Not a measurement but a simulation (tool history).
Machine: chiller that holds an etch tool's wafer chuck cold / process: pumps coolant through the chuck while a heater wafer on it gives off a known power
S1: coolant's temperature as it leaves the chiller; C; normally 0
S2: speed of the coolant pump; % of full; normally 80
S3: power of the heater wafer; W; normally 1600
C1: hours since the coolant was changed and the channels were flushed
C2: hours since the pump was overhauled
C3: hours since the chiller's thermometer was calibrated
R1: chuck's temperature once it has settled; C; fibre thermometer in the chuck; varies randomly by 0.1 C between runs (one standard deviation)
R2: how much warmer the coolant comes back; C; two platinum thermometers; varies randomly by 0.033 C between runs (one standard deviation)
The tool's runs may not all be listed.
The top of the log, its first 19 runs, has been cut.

| run | hour | S1 | S2 | S3 | C1 | C2 | C3 | R1 | R2 |
|---|---|---|---|---|---|---|---|---|---|
| 20 | 767.9 | 1 | 64 | 1171 | 1080 | 2203 | 1193 | 10.4 | 4.37 |
| 21 | 809.5 | 9 | 80 | 2166 | 1121 | 2244 | 1235 | 23.5 | 6.36 |
| 22 | 860.4 | 9 | 80 | 2166 | 1172 | 2295 | 1286 | 23.6 | 6.33 |
| 23 | 890.2 | 0 | 80 | 1509 | 1202 | 2325 | 1316 | 10.3 | 4.52 |
| 24 | 934.5 | -8 | 80 | 1955 | 1246 | 2369 | 1360 | 5.3 | 5.78 |
| 25 | 974.1 | -8 | 85 | 1955 | 1286 | 2409 | 1399 | 4.6 | 5.44 |
| 26 | 1014.8 | 5 | 82 | 1789 | 1327 | 2450 | 1440 | 16.9 | 5.21 |
| 27 | 1050.4 | 0 | 80 | 982 | 1362 | 2485 | 1476 | 6.7 | 3.11 |
| 28 | 1104.7 | 2 | 80 | 1096 | 1416 | 2539 | 1530 | 9.3 | 3.42 |
| 29 | 1130.5 | 0 | 80 | 1384 | 1442 | 2565 | 1556 | 9.3 | 4.22 |
| 30 | 1177.0 | -1 | 80 | 2135 | 1489 | 2612 | 1602 | 13.5 | 6.37 |
| 31 | 1202.7 | -1 | 80 | 2135 | 1515 | 2638 | 1628 | 13.3 | 6.30 |
| 32 | 1253.5 | -1 | 80 | 2135 | 1565 | 2688 | 1679 | 13.3 | 6.33 |
| 33 | 1281.8 | -1 | 80 | 2135 | 1594 | 2717 | 1707 | 13.3 | 6.33 |

3 ways to go on from here, each from the tool as it stands after run 33. What would each give?
| A | 1319.5 | 2 | 79 | 1600 | 1631 | 2754 | 1745 | ? | ? |
| B | 1319.5 | 0 | 97 | 1600 | 1631 | 2754 | 1745 | ? | ? |
| C | 1319.5 | 0 | 91 | 1185 | 1631 | 2754 | 1745 | ? | ? |

| run | R1 | R2 |
|---|---|---|
| A | 12.9 | 4.90 |
| B | 9.2 | 4.07 |
| C | 7.5 | 3.32 |
Had the tool no hidden state, the same runs would have come out as:
| run | R1 | R2 |
|---|---|---|
| A | 12.9 | 4.48 |
| B | 9.1 | 3.65 |
| C | 7.4 | 2.91 |
